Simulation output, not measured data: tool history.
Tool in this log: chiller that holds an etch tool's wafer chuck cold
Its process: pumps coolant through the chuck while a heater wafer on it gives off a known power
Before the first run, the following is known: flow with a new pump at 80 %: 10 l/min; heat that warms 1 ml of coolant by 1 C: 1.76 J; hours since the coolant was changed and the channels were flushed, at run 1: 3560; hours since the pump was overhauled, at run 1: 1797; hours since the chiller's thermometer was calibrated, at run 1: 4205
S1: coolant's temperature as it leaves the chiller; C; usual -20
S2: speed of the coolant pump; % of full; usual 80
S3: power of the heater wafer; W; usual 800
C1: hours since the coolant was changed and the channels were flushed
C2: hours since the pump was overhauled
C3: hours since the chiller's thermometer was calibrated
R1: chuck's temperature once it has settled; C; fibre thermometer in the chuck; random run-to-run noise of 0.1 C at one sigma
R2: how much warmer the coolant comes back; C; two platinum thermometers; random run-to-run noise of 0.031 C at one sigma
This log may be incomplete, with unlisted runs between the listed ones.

{"run": 1, "day": 0.0, "S1": -20, "S2": 80, "S3": 800, "C1": 3560, "C2": 1797, "C3": 4205, "R1": -13.8, "R2": 2.89}
{"run": 2, "day": 1.683, "S1": -20, "S2": 80, "S3": 567, "C1": 3600, "C2": 1837, "C3": 4245, "R1": -15.8, "R2": 2.03}
{"run": 3, "day": 3.1, "S1": -20, "S2": 80, "S3": 406, "C1": 3634, "C2": 1871, "C3": 4279, "R1": -17.3, "R2": 1.46}
{"run": 4, "day": 4.362, "S1": -20, "S2": 80, "S3": 406, "C1": 3665, "C2": 1902, "C3": 4309, "R1": -17.3, "R2": 1.46}
{"run": 5, "day": 5.412, "S1": -20, "S2": 80, "S3": 406, "C1": 3690, "C2": 1927, "C3": 4335, "R1": -17.3, "R2": 1.47}
{"run": 6, "day": 6.375, "S1": -20, "S2": 80, "S3": 406, "C1": 3713, "C2": 1950, "C3": 4358, "R1": -17.4, "R2": 1.48}
{"run": 7, "day": 8.121, "S1": -20, "S2": 80, "S3": 800, "C1": 3755, "C2": 1992, "C3": 4400, "R1": -13.9, "R2": 2.88}
{"run": 8, "day": 9.546, "S1": -20, "S2": 80, "S3": 1106, "C1": 3789, "C2": 2026, "C3": 4434, "R1": -11.1, "R2": 3.9}
{"day": 10.817, "done": "chiller's thermometer calibrated"}
{"run": 9, "day": 10.817, "S1": -15, "S2": 80, "S3": 800, "C1": 3819, "C2": 2056, "C3": 0, "R1": -9.5, "R2": 2.9}
{"run": 10, "day": 12.183, "S1": -15, "S2": 80, "S3": 800, "C1": 3851, "C2": 2088, "C3": 33, "R1": -9.5, "R2": 2.89}
{"run": 11, "day": 13.283, "S1": -15, "S2": 80, "S3": 800, "C1": 3878, "C2": 2115, "C3": 59, "R1": -9.5, "R2": 2.88}
{"run": 12, "day": 14.479, "S1": -20, "S2": 80, "S3": 800, "C1": 3906, "C2": 2143, "C3": 88, "R1": -14.3, "R2": 2.91}
{"run": 13, "day": 15.546, "S1": -20, "S2": 80, "S3": 800, "C1": 3932, "C2": 2169, "C3": 114, "R1": -14.4, "R2": 2.84}
{"run": 14, "day": 17.112, "S1": -20, "S2": 80, "S3": 800, "C1": 3970, "C2": 2207, "C3": 151, "R1": -14.5, "R2": 2.89}
{"run": 15, "day": 18.8, "S1": -20, "S2": 80, "S3": 800, "C1": 4010, "C2": 2247, "C3": 192, "R1": -14.2, "R2": 2.9}
{"day": 19.775, "done": "chiller's thermometer calibrated, once more"}
{"run": 16, "day": 20.067, "S1": -20, "S2": 60, "S3": 800, "C1": 4040, "C2": 2277, "C3": 7, "R1": -11.3, "R2": 3.87}
{"run": 17, "day": 20.883, "S1": -21, "S2": 75, "S3": 813, "C1": 4059, "C2": 2296, "C3": 27, "R1": -13.4, "R2": 3.08}
{"run": 18, "day": 22.562, "S1": -20, "S2": 76, "S3": 452, "C1": 4099, "C2": 2336, "C3": 67, "R1": -15.8, "R2": 1.69}
{"run": 19, "day": 23.733, "S1": -20, "S2": 76, "S3": 452, "C1": 4128, "C2": 2365, "C3": 95, "R1": -15.8, "R2": 1.68}
{"run": 20, "day": 25.204, "S1": -20, "S2": 76, "S3": 452, "C1": 4163, "C2": 2400, "C3": 130, "R1": -15.7, "R2": 1.68}
{"run": 21, "day": 26.579, "S1": -20, "S2": 81, "S3": 923, "C1": 4196, "C2": 2433, "C3": 163, "R1": -11.6, "R2": 3.28}
{"run": 22, "day": 28.017, "S1": -20, "S2": 81, "S3": 923, "C1": 4230, "C2": 2467, "C3": 198, "R1": -11.4, "R2": 3.38}
{"run": 23, "day": 29.833, "S1": -19, "S2": 80, "S3": 1055, "C1": 4274, "C2": 2511, "C3": 241, "R1": -9.1, "R2": 3.88}
{"run": 24, "day": 30.654, "S1": -17, "S2": 85, "S3": 895, "C1": 4294, "C2": 2531, "C3": 261, "R1": -8.8, "R2": 3.08}
{"run": 25, "day": 31.788, "S1": -22, "S2": 82, "S3": 895, "C1": 4321, "C2": 2558, "C3": 288, "R1": -13.6, "R2": 3.21}
{"run": 26, "day": 32.558, "S1": -22, "S2": 83, "S3": 906, "C1": 4339, "C2": 2576, "C3": 307, "R1": -13.8, "R2": 3.18}
{"run": 27, "day": 33.633, "S1": -22, "S2": 83, "S3": 913, "C1": 4365, "C2": 2602, "C3": 333, "R1": -13.7, "R2": 3.23}
{"run": 28, "day": 35.117, "S1": -21, "S2": 73, "S3": 510, "C1": 4401, "C2": 2638, "C3": 368, "R1": -16.1, "R2": 2.02}
{"run": 29, "day": 36.7, "S1": -20, "S2": 95, "S3": 1103, "C1": 4439, "C2": 2676, "C3": 406, "R1": -10.4, "R2": 3.4}
{"run": 30, "day": 37.517, "S1": -23, "S2": 65, "S3": 800, "C1": 4458, "C2": 2695, "C3": 426, "R1": -14.5, "R2": 3.6}
{"run": 31, "day": 39.179, "S1": -23, "S2": 65, "S3": 800, "C1": 4498, "C2": 2735, "C3": 466, "R1": -14.6, "R2": 3.58}
{"run": 32, "day": 39.975, "S1": -26, "S2": 61, "S3": 800, "C1": 4517, "C2": 2754, "C3": 485, "R1": -17.3, "R2": 3.84}

Selected run-to-run steps in R1, each split into two signed amounts: the part the tool would show with no hidden state at all (from settings, incoming material and random variation), and the remainder, which goes to the hidden state together with any gauge scatter not common to the measured and the hidden-state-free results:
Hidden state present: heat passed by the chuck's channels, % of clean ones'; flow at a given pump speed, % of a new pump's; coolant's true temperature over the reading, C; drift of the gauge itself on chuck_c, C; drift of the gauge itself on warmer_back_c, C.
Run 8 -> 9: S1 -20 -> -15, S3 1106 -> 800, chiller's thermometer calibrated. R1 +1.6 C: hidden state -1.2, all else +2.8.
Run 11 -> 12: S1 -15 -> -20. R1 -4.8 C: hidden state +0, all else -4.8.
Run 15 -> 16: S2 80 -> 60, chiller's thermometer calibrated, once more. R1 +2.9 C: hidden state +1.9, all else +1.
Run 24 -> 25: S1 -17 -> -22, S2 85 -> 82. R1 -4.8 C: hidden state +0.1, all else -4.9.
Run 28 -> 29: S1 -21 -> -20, S2 73 -> 95, S3 510 -> 1103. R1 +5.7 C: hidden state +1, all else +4.7.
